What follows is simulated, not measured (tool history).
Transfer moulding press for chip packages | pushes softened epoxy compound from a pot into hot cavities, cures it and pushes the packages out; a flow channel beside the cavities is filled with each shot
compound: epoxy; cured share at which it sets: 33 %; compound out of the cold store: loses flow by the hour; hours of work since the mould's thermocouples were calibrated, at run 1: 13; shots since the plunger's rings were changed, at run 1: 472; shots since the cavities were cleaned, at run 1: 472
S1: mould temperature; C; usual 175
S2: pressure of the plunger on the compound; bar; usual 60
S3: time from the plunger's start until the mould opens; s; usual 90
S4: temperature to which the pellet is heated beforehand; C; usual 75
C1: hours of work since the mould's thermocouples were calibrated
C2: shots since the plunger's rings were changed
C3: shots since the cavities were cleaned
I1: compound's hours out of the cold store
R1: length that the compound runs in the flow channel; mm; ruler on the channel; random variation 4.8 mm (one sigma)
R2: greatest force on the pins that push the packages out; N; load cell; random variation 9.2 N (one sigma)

Run 1, day 0: usual settings; C1 13; C2 472; C3 472; I1 19.3. Result: R1 639 mm, R2 595 N.
Run 2, day 0.283: usual settings; C1 17; C2 550; C3 550; I1 42. Result: R1 600 mm, R2 602 N.
Run 3, day 0.804: usual settings; C1 23; C2 696; C3 696; I1 36.1. Result: R1 605 mm, R2 639 N.
At day 1.142: cavities cleaned with cleaning compound and waxed.
Run 4, day 1.333: usual settings; C1 30; C2 825; C3 53; I1 8.8. Result: R1 661 mm, R2 789 N.
Run 5, day 1.583: usual settings; C1 33; C2 894; C3 122; I1 9.3. Result: R1 646 mm, R2 796 N.
Run 6, day 2: usual settings; C1 38; C2 1011; C3 239; I1 28. Result: R1 620 mm, R2 754 N.
At day 2.492: cavities cleaned with cleaning compound and waxed, once more.
Run 7, day 2.504: usual settings but S3 86 s; C1 44; C2 1133; C3 4; I1 38.3. Result: R1 604 mm, R2 455 N.
Run 8, day 3.008: usual settings; C1 51; C2 1273; C3 144; I1 39. Result: R1 596 mm, R2 489 N.
Run 9, day 3.45: usual settings but S1 172 C, S3 122 s; C1 57; C2 1395; C3 266; I1 13.4. Result: R1 649 mm, R2 472 N.
Run 10, day 3.771: usual settings but S1 172 C, S3 122 s; C1 61; C2 1485; C3 356; I1 12.3. Result: R1 647 mm, R2 499 N.
Run 11, day 4.283: usual settings but S1 171 C, S2 69.2 bar, S3 119 s; C1 68; C2 1627; C3 498; I1 28.4. Result: R1 668 mm, R2 502 N.
Run 12, day 4.621: usual settings but S1 171 C, S2 69.2 bar, S3 119 s; C1 72; C2 1721; C3 592; I1 34.2. Result: R1 652 mm, R2 549 N.
Run 13, day 5.079: usual settings but S1 178 C, S2 69.2 bar, S3 119 s; C1 78; C2 1849; C3 720; I1 30.5. Result: R1 642 mm, R2 538 N.
At day 5.358: cavities cleaned with cleaning compound and waxed.
Run 14, day 5.362: usual settings but S1 178 C, S2 69.2 bar, S3 119 s, S4 82 C; C1 81; C2 1909; C3 1; I1 16.1. Result: R1 674 mm, R2 365 N.
Run 15, day 5.692: usual settings but S1 178 C, S2 69.5 bar, S3 81 s, S4 82 C; C1 85; C2 2001; C3 93; I1 10. Result: R1 689 mm, R2 451 N.

5 ways to go on from here, each from the tool as it stands after run 15. What would each give?
Run A, day 5.925: usual settings but S2 69.7 bar, S3 80 s, S4 69 C; C1 89; C2 2066; C3 158; I1 8.3. Result: R1 ?, R2 ?.
Run B, day 5.925: usual settings but S1 178 C, S2 69.5 bar, S3 107 s, S4 82 C; C1 89; C2 2066; C3 158; I1 26.8. Result: R1 ?, R2 ?.
Run C, day 5.925: usual settings but S1 178 C, S2 47 bar, S3 91 s, S4 82 C; C1 89; C2 2066; C3 158; I1 27.7. Result: R1 ?, R2 ?.
Run D, day 5.925: usual settings but S1 182 C, S2 56 bar, S3 103 s; C1 89; C2 2066; C3 158; I1 39.8. Result: R1 ?, R2 ?.
Run E, day 5.925: usual settings but S1 174 C, S2 56.2 bar, S4 68 C; C1 89; C2 2066; C3 158; I1 25.9. Result: R1 ?, R2 ?.

run   R1   R2
  A  699  610
  B  655  418
  C  534  433
  D  547  418
  E  596  509
Without the tool's hidden state the same runs would have given:
run   R1   R2
  A  717  534
  B  672  357
  C  548  372
  D  561  358
  E  611  442
